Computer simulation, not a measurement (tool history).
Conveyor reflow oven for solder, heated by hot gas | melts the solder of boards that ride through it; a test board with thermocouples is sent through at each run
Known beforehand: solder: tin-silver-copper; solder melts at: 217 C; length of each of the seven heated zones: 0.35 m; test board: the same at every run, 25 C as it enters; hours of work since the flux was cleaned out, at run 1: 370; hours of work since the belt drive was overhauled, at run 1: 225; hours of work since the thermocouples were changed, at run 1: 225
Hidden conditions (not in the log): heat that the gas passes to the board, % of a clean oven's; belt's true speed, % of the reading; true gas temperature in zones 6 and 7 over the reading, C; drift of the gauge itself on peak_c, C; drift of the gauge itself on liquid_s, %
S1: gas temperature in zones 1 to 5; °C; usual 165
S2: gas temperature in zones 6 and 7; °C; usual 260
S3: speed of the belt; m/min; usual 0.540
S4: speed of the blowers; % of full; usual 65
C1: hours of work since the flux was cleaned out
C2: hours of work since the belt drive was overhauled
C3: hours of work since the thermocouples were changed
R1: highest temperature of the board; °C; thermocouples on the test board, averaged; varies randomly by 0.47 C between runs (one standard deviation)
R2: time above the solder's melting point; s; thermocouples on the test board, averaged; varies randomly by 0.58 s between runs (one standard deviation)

run    hour   S1   S2     S3  S4   C1   C2   C3     R1    R2
  1     0.0  165  260  0.540  65  370  225  225  240.6  46.4
  2    46.9  165  270  0.540  65  391  246  246  251.1  52.5
  3   108.9  165  273  0.540  65  418  273  273  252.0  54.9
      146.7  -- flux residue cleaned out of gas plates and filters
  4   149.3  179  273  0.540  65    1  288  288  257.4  63.6
  5   194.5  179  273  0.540  65   21  308  308  257.1  63.7
  6   244.2  179  273  0.540  65   42  329  329  257.0  63.5
  7   304.6  179  273  0.540  65   69  356  356  257.3  64.9
  8   356.5  179  273  0.540  65   91  378  378  257.0  64.5
  9   410.2  165  260  0.600  65  115  401  401  238.5  37.5
 10   471.5  165  260  0.600  65  141  428  428  239.3  36.8
 11   521.2  177  260  0.540  65  163  450  450  244.6  53.6
 12   571.8  177  260  0.540  65  185  472  472  244.5  53.5
 13   619.8  177  260  0.540  65  206  493  493  243.8  53.3
 14   645.0  165  272  0.540  67  217  504  504  252.2  55.3
 15   682.9  167  249  0.540  65  233  520  520  232.1  36.6
 16   734.9  165  257  0.440  65  256  543  543  244.2  64.7
 17   784.3  165  270  0.490  56  277  564  564  251.8  61.2
 18   811.8  165  270  0.552  77  289  576  576  251.1  52.9
 19   856.9  171  260  0.540  90  309  596  596  245.5  53.4
 20   895.3  171  266  0.544  90  326  613  613  250.7  56.9
 21   950.3  165  261  0.540  73  350  636  636  243.3  47.2
 22   991.2  152  273  0.472  69  367  654  654  255.5  63.1
 23  1017.1  152  273  0.472  69  379  666  666  254.5  62.4

What if the next run were any one of these 4? Each begins from the tool's condition after run 23:
  A  1050.1  165  250  0.540  65  393  680  680   ?   ?
  B  1050.1  162  260  0.545  89  393  680  680   ?   ?
  C  1050.1  164  273  0.528  76  393  680  680   ?   ?
  D  1050.1  165  275  0.538  82  393  680  680   ?   ?

run     R1    R2
  A  231.7  34.6
  B  241.9  47.3
  C  254.0  58.7
  D  255.9  58.9
What these runs would have given with no unlogged condition in the tool:
run     R1    R2
  A  235.4  40.1
  B  246.0  51.2
  C  258.2  61.2
  D  260.1  61.3
